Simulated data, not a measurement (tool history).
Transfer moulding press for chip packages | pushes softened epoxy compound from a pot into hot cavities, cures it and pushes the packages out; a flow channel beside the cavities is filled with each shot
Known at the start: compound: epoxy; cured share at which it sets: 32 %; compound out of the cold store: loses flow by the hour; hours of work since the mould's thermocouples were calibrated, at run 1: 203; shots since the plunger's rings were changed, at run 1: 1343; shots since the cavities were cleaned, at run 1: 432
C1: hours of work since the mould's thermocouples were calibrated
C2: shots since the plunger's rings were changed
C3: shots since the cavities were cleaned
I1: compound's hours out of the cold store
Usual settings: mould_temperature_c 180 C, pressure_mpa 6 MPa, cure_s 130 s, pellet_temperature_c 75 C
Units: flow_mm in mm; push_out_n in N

Run 1, hour 0: usual settings; C1 203; C2 1343; C3 432; I1 44.2. Result: flow_mm 793 mm, push_out_n 459 N.
Run 2, hour 32.5: usual settings; C1 220; C2 1591; C3 680; I1 31.6. Result: flow_mm 836 mm, push_out_n 502 N.
At hour 43: cavities cleaned with cleaning compound and waxed.
Run 3, hour 86.4: usual settings; C1 249; C2 1991; C3 331; I1 47.9. Result: flow_mm 788 mm, push_out_n 445 N.
Run 4, hour 117.4: usual settings; C1 267; C2 2228; C3 568; I1 27.2. Result: flow_mm 837 mm, push_out_n 490 N.
At hour 144.1: cavities cleaned with cleaning compound and waxed.
Run 5, hour 169.5: usual settings; C1 294; C2 2614; C3 194; I1 21.3. Result: flow_mm 851 mm, push_out_n 401 N.
Run 6, hour 200.1: usual settings but pressure_mpa 4.88 MPa; C1 311; C2 2847; C3 427; I1 18.9. Result: flow_mm 769 mm, push_out_n 469 N.
At hour 243.6: cavities cleaned with cleaning compound and waxed.
Run 7, hour 246.7: usual settings but pressure_mpa 4.88 MPa; C1 336; C2 3192; C3 24; I1 38.9. Result: flow_mm 710 mm, push_out_n 339 N.
Run 8, hour 304.1: usual settings but pressure_mpa 4.88 MPa; C1 368; C2 3630; C3 462; I1 21.2. Result: flow_mm 746 mm, push_out_n 464 N.
At hour 341.2: cavities cleaned with cleaning compound and waxed.
Run 9, hour 341.2: usual settings but pressure_mpa 6.88 MPa; C1 388; C2 3902; C3 0; I1 16.1. Result: flow_mm 906 mm, push_out_n 333 N.
Run 10, hour 397.3: usual settings but mould_temperature_c 174 C, pressure_mpa 5.1 MPa, cure_s 125 s, pellet_temperature_c 83 C; C1 419; C2 4330; C3 428; I1 24.4. Result: flow_mm 771 mm, push_out_n 617 N.
At hour 440.9: cavities cleaned with cleaning compound and waxed.
Run 11, hour 467: usual settings but mould_temperature_c 172 C, pressure_mpa 4.74 MPa, cure_s 125 s, pellet_temperature_c 73 C; C1 456; C2 4850; C3 199; I1 35.9. Result: flow_mm 715 mm, push_out_n 581 N.
Run 12, hour 519.6: usual settings but pressure_mpa 7.08 MPa, cure_s 136 s, pellet_temperature_c 72 C; C1 485; C2 5251; C3 600; I1 10.5. Result: flow_mm 912 mm, push_out_n 487 N.
At hour 542.3: cavities cleaned with cleaning compound and waxed.
Run 13, hour 559.5: usual settings but pressure_mpa 7.08 MPa, cure_s 136 s, pellet_temperature_c 72 C; C1 506; C2 5545; C3 132; I1 45.9. Result: flow_mm 799 mm, push_out_n 367 N.
Run 14, hour 606.6: usual settings but pressure_mpa 7.08 MPa, cure_s 136 s, pellet_temperature_c 72 C; C1 532; C2 5904; C3 491; I1 10.5. Result: flow_mm 901 mm, push_out_n 454 N.
At hour 643.5: cavities cleaned with cleaning compound and waxed.
Run 15, hour 659: usual settings but pressure_mpa 7.08 MPa, cure_s 163 s, pellet_temperature_c 65 C; C1 561; C2 6293; C3 118; I1 29.2. Result: flow_mm 838 mm, push_out_n 352 N.
Run 16, hour 696.7: usual settings but pressure_mpa 7.08 MPa, cure_s 163 s, pellet_temperature_c 65 C; C1 581; C2 6580; C3 405; I1 36.7. Result: flow_mm 815 mm, push_out_n 407 N.
At hour 729.9: plunger's sealing rings changed.
Run 17, hour 737.8: usual settings but mould_temperature_c 183 C, pressure_mpa 5.56 MPa, pellet_temperature_c 69 C; C1 603; C2 60; C3 700; I1 23.9. Result: flow_mm 823 mm, push_out_n 494 N.

Forecast each of these 3 alternatives for the next run:
At hour 748: cavities cleaned with cleaning compound and waxed.
At hour 777.9: mould's thermocouples calibrated.
Run A, hour 778.6: usual settings but mould_temperature_c 186 C, pressure_mpa 5.95 MPa; C1 0; C2 344; C3 218; I1 32.3. Result: flow_mm ?, push_out_n ?.
At hour 748: cavities cleaned with cleaning compound and waxed.
At hour 777.9: mould's thermocouples calibrated.
Run B, hour 778.6: usual settings but mould_temperature_c 172 C; C1 0; C2 344; C3 218; I1 44.8. Result: flow_mm ?, push_out_n ?.
At hour 748: cavities cleaned with cleaning compound and waxed.
At hour 777.9: mould's thermocouples calibrated.
Run C, hour 778.6: usual settings but mould_temperature_c 183 C, pressure_mpa 7.3 MPa, cure_s 145 s, pellet_temperature_c 66 C; C1 0; C2 344; C3 218; I1 26. Result: flow_mm ?, push_out_n ?.

run  flow_mm  push_out_n
  A      826         368
  B      842         610
  C      946         353
Without the tool's hidden state the same runs would have given:
run  flow_mm  push_out_n
  A      831         304
  B      847         499
  C      952         292
